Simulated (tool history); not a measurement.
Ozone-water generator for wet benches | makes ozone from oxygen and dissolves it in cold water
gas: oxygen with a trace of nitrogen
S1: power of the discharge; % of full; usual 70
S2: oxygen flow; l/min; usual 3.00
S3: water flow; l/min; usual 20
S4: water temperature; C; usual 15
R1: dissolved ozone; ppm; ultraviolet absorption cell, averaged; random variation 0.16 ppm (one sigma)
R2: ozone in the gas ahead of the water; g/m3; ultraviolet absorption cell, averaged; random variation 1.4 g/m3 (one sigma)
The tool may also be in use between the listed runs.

run 1 hour=0.0 | S1=70 S2=3.00 S3=20 S4=15 | R1=21.0 R2=269.3
run 2 hour=22.9 | S1=70 S2=3.00 S3=20 S4=15 | R1=20.8 R2=265.7
run 3 hour=46.8 | S1=70 S2=3.00 S3=20 S4=15 | R1=21.3 R2=265.6
run 4 hour=70.7 | S1=70 S2=3.00 S3=20 S4=15 | R1=20.8 R2=266.2
run 5 hour=96.6 | S1=70 S2=3.00 S3=20 S4=15 | R1=21.1 R2=265.7
run 6 hour=128.5 | S1=70 S2=3.00 S3=20 S4=15 | R1=21.3 R2=265.6
run 7 hour=163.2 | S1=70 S2=3.00 S3=18 S4=15 | R1=23.4 R2=265.6
run 8 hour=191.0 | S1=70 S2=3.00 S3=18 S4=15 | R1=23.4 R2=265.0
run 9 hour=208.6 | S1=70 S2=3.00 S3=18 S4=15 | R1=23.6 R2=261.5
run 10 hour=227.7 | S1=70 S2=3.00 S3=18 S4=15 | R1=22.9 R2=262.8
run 11 hour=248.9 | S1=70 S2=3.00 S3=18 S4=15 | R1=23.6 R2=264.1
run 12 hour=277.6 | S1=70 S2=3.23 S3=20 S4=15 | R1=21.3 R2=249.8
run 13 hour=313.5 | S1=70 S2=3.23 S3=20 S4=15 | R1=21.1 R2=249.0
run 14 hour=346.1 | S1=70 S2=3.23 S3=20 S4=15 | R1=20.8 R2=249.8
run 15 hour=366.9 | S1=70 S2=3.23 S3=20 S4=15 | R1=21.2 R2=250.3
run 16 hour=398.7 | S1=70 S2=3.00 S3=27 S4=15 | R1=15.2 R2=262.8
run 17 hour=420.0 | S1=70 S2=3.00 S3=21 S4=15 | R1=20.0 R2=264.0
run 18 hour=456.3 | S1=70 S2=1.81 S3=18 S4=19 | R1=22.2 R2=368.6
run 19 hour=480.8 | S1=70 S2=4.90 S3=27 S4=15 | R1=15.7 R2=187.6
run 20 hour=496.6 | S1=70 S2=4.90 S3=27 S4=15 | R1=15.5 R2=188.6
run 21 hour=516.6 | S1=70 S2=4.90 S3=27 S4=15 | R1=15.6 R2=190.2
run 22 hour=553.0 | S1=82 S2=1.87 S3=30 S4=12 | R1=14.1 R2=395.2
run 23 hour=571.3 | S1=70 S2=1.78 S3=20 S4=9 | R1=21.2 R2=371.1
run 24 hour=593.2 | S1=70 S2=1.78 S3=20 S4=9 | R1=20.9 R2=372.4
run 25 hour=631.0 | S1=70 S2=3.72 S3=18 S4=15 | R1=23.4 R2=226.2
run 26 hour=664.1 | S1=70 S2=3.72 S3=18 S4=15 | R1=23.4 R2=224.6
run 27 hour=689.8 | S1=48 S2=3.00 S3=13 S4=15 | R1=24.9 R2=212.5
run 28 hour=716.3 | S1=89 S2=4.81 S3=20 S4=13 | R1=24.6 R2=217.7
run 29 hour=743.9 | S1=86 S2=3.00 S3=20 S4=22 | R1=22.1 R2=291.5
run 30 hour=774.2 | S1=86 S2=1.69 S3=20 S4=22 | R1=21.4 R2=425.0
run 31 hour=794.8 | S1=50 S2=2.41 S3=20 S4=15 | R1=17.4 R2=249.5
run 32 hour=830.9 | S1=44 S2=3.34 S3=15 S4=20 | R1=19.6 R2=185.8
run 33 hour=861.1 | S1=41 S2=5.25 S3=13 S4=8 | R1=23.9 R2=131.9

Taken out of this log: 1 entry between the listed runs. Where each belongs, and how the hidden state differs across it:
Between runs 25 and 26: contactor cleaned (hour 641.0)
  contactor's efficiency, % of a clean one's: 99.9 -> 100; drift of the gauge itself on gas_g_m3, %: -1.93 -> -2.02
  measured less the result without the state, R2: -4.6 -> -4.8 g/m3
